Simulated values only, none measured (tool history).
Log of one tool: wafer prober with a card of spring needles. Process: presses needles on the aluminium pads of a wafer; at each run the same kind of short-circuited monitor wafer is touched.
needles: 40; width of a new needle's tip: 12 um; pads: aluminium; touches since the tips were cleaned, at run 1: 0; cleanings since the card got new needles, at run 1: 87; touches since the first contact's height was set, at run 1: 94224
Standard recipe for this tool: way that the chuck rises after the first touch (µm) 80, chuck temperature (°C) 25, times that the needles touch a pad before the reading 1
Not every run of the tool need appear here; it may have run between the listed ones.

run,hour,way that the chuck rises after the first touch (µm),chuck temperature (°C),times that the needles touch a pad before the reading,touches since the tips were cleaned,cleanings since the card got new needles,touches since the first contact's height was set,resistance of one needle with its contact and lead (mohm),way that a needle slides on the pad (µm)
1,0.0,80,25,1,0,87,94224,111,14.67
# hour 13.4: tips cleaned on abrasive film
2,22.0,80,26,1,5172,88,107371,225,14.63
# hour 27.2: tips cleaned on abrasive film
# hour 42.3: tips cleaned on abrasive film
3,45.2,80,26,1,1725,90,121185,170,14.57
# hour 57.3: tips cleaned on abrasive film
# hour 72.4: tips cleaned on abrasive film
# hour 72.7: height of the first contact set anew
4,82.0,99,26,1,5644,92,5644,187,18.42
# hour 86.3: tips cleaned on abrasive film
# hour 100.1: tips cleaned on abrasive film
# hour 114.7: tips cleaned on abrasive film
5,117.4,99,26,1,1645,95,26730,139,18.25
# hour 128.2: tips cleaned on abrasive film
6,138.7,99,26,2,6340,96,39456,159,18.38
# hour 141.5: tips cleaned on abrasive film
# hour 156.2: tips cleaned on abrasive film
# hour 169.5: tips cleaned on abrasive film
7,179.8,99,26,2,6170,99,63967,157,18.20
# hour 183.0: tips cleaned on abrasive film
# hour 196.3: tips cleaned on abrasive film
8,204.9,80,25,1,5133,101,78923,231,14.73
# hour 212.1: tips cleaned on abrasive film
# hour 226.3: tips cleaned on abrasive film
9,230.4,80,25,1,2472,103,94134,195,14.63
# hour 240.5: tips cleaned on abrasive film
# hour 254.0: tips cleaned on abrasive film
# hour 267.3: tips cleaned on abrasive film
10,270.0,80,25,1,1614,106,117744,183,14.67
# hour 281.2: tips cleaned on abrasive film
# hour 294.4: tips cleaned on abrasive film
11,298.6,80,25,1,2521,108,134806,181,14.56
# hour 301.1: height of the first contact set anew
# hour 309.7: tips cleaned on abrasive film
# hour 324.8: tips cleaned on abrasive film
12,335.0,80,60,2,6126,110,20251,189,14.83
# hour 337.9: tips cleaned on abrasive film
# hour 351.4: tips cleaned on abrasive film
# hour 366.1: tips cleaned on abrasive film
13,367.7,75,121,2,1000,113,39752,142,13.88
# hour 378.8: tips cleaned on abrasive film
# hour 392.7: tips cleaned on abrasive film
# hour 405.5: tips cleaned on abrasive film
14,405.5,75,55,1,0,116,62263,117,13.75
# hour 418.3: tips cleaned on abrasive film
# hour 432.9: tips cleaned on abrasive film
15,440.2,75,55,1,4419,118,83024,238,13.74
# hour 445.9: tips cleaned on abrasive film
# hour 459.2: tips cleaned on abrasive film
16,463.2,75,25,2,2360,120,96686,161,13.66
# hour 473.5: tips cleaned on abrasive film
# hour 486.4: tips cleaned on abrasive film
# hour 500.4: tips cleaned on abrasive film
17,504.3,75,25,2,2397,123,121250,161,13.72
# hour 513.4: tips cleaned on abrasive film
# hour 526.9: tips cleaned on abrasive film
# hour 530.9: height of the first contact set anew
# hour 540.2: tips cleaned on abrasive film
18,545.2,65,29,1,2952,126,8513,246,12.11
# hour 553.1: tips cleaned on abrasive film
# hour 566.3: tips cleaned on abrasive film
# hour 580.5: tips cleaned on abrasive film
19,580.6,80,79,1,69,129,29659,132,14.75
# hour 594.6: tips cleaned on abrasive film
20,600.5,80,79,1,3518,130,41520,214,14.76
# hour 608.8: tips cleaned on abrasive film
# hour 621.8: tips cleaned on abrasive film
# hour 635.3: tips cleaned on abrasive film
21,638.6,80,44,1,1971,133,64243,196,14.76

For some of the steps in resistance of one needle with its contact and lead (mohm) from one run to the next: how much would appear even if the tool had no hidden state, given the settings, what came in and random variation, and how much remains for the hidden state plus any gauge scatter that the measured result and the result without hidden state don't share?
What the log doesn't record here: debris on the tips, nm; way that the needles fall short of the set height, um; tips' diameter, um; drift of the gauge itself on contact_mohm, %; drift of the gauge itself on scrub_um, %.
Run 1 -> 2: chuck temperature (°C) 25 -> 26, tips cleaned on abrasive film. resistance of one needle with its contact and lead (mohm) +114: hidden state +111, all else +3.
Run 14 -> 15: tips cleaned on abrasive film, tips cleaned on abrasive film. resistance of one needle with its contact and lead (mohm) +121: hidden state +120, all else +1.
Run 18 -> 19: way that the chuck rises after the first touch (µm) 65 -> 80, chuck temperature (°C) 29 -> 79, tips cleaned on abrasive film, tips cleaned on abrasive film, tips cleaned on abrasive film. resistance of one needle with its contact and lead (mohm) -114: hidden state -120, all else +6.
